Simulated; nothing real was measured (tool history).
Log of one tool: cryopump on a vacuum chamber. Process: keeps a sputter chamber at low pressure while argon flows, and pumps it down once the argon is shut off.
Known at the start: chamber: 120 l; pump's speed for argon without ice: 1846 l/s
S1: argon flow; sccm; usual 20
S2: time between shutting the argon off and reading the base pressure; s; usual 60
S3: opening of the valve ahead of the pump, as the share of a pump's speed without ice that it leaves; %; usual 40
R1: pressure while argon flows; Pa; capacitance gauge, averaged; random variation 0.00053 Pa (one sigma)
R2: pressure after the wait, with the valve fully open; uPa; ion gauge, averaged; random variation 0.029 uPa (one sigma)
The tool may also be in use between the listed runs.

{"run": 1, "hour": 0.0, "S1": 20, "S2": 60, "S3": 40, "R1": 0.0454, "R2": 1.65}
{"run": 2, "hour": 27.0, "S1": 20, "S2": 60, "S3": 53, "R1": 0.0342, "R2": 1.63}
{"run": 3, "hour": 58.1, "S1": 20, "S2": 60, "S3": 53, "R1": 0.0345, "R2": 1.58}
{"run": 4, "hour": 87.7, "S1": 20, "S2": 60, "S3": 53, "R1": 0.0353, "R2": 1.67}
{"run": 5, "hour": 107.1, "S1": 20, "S2": 59, "S3": 40, "R1": 0.0456, "R2": 1.71}
{"run": 6, "hour": 138.3, "S1": 20, "S2": 59, "S3": 40, "R1": 0.0461, "R2": 1.71}
{"run": 7, "hour": 162.7, "S1": 20, "S2": 59, "S3": 40, "R1": 0.0469, "R2": 1.71}
{"run": 8, "hour": 177.6, "S1": 20, "S2": 60, "S3": 41, "R1": 0.0444, "R2": 1.75}
{"run": 9, "hour": 201.8, "S1": 20, "S2": 60, "S3": 41, "R1": 0.0438, "R2": 1.72}
{"run": 10, "hour": 226.6, "S1": 20, "S2": 60, "S3": 30, "R1": 0.0625, "R2": 1.74}
{"run": 11, "hour": 257.1, "S1": 20, "S2": 44, "S3": 30, "R1": 0.0622, "R2": 2.27}
{"run": 12, "hour": 279.2, "S1": 11, "S2": 60, "S3": 40, "R1": 0.0244, "R2": 1.85}
{"run": 13, "hour": 306.8, "S1": 11, "S2": 60, "S3": 40, "R1": 0.0258, "R2": 1.86}
{"run": 14, "hour": 324.4, "S1": 11, "S2": 36, "S3": 40, "R1": 0.0258, "R2": 2.78}
{"run": 15, "hour": 344.5, "S1": 11, "S2": 85, "S3": 18, "R1": 0.0566, "R2": 1.53}
{"run": 16, "hour": 370.7, "S1": 39, "S2": 85, "S3": 55, "R1": 0.0674, "R2": 1.52}
{"run": 17, "hour": 385.7, "S1": 39, "S2": 85, "S3": 55, "R1": 0.0668, "R2": 1.59}
{"run": 18, "hour": 407.3, "S1": 9, "S2": 31, "S3": 16, "R1": 0.0514, "R2": 3.08}
{"run": 19, "hour": 427.1, "S1": 36, "S2": 31, "S3": 40, "R1": 0.0835, "R2": 3.12}
{"run": 20, "hour": 449.2, "S1": 36, "S2": 31, "S3": 40, "R1": 0.0845, "R2": 3.1}
{"run": 21, "hour": 477.7, "S1": 36, "S2": 31, "S3": 40, "R1": 0.0853, "R2": 3.18}
{"run": 22, "hour": 501.9, "S1": 28, "S2": 203, "S3": 40, "R1": 0.0649, "R2": 1.18}
{"run": 23, "hour": 532.9, "S1": 28, "S2": 203, "S3": 33, "R1": 0.0791, "R2": 1.16}

The same runs without the tool's hidden state, with the same run-to-run variation:
The hidden state here: pump's speed, % of a pump's without ice; cold plate's temperature, K; leak into the chamber, uPa l/s; drift of the gauge itself on working_pa, %; drift of the gauge itself on base_upa, %.
run=1 R1=0.0452 R2=1.47
run=2 R1=0.0340 R2=1.43
run=3 R1=0.0342 R2=1.36
run=4 R1=0.0350 R2=1.42
run=5 R1=0.0452 R2=1.44
run=6 R1=0.0456 R2=1.43
run=7 R1=0.0464 R2=1.41
run=8 R1=0.0439 R2=1.43
run=9 R1=0.0433 R2=1.38
run=10 R1=0.0619 R2=1.39
run=11 R1=0.0615 R2=1.88
run=12 R1=0.0240 R2=1.44
run=13 R1=0.0254 R2=1.42
run=14 R1=0.0254 R2=2.32
run=15 R1=0.0562 R2=1.06
run=16 R1=0.0657 R2=1.04
run=17 R1=0.0651 R2=1.09
run=18 R1=0.0510 R2=2.56
run=19 R1=0.0818 R2=2.58
run=20 R1=0.0827 R2=2.55
run=21 R1=0.0834 R2=2.60
run=22 R1=0.0633 R2=0.57
run=23 R1=0.0774 R2=0.54
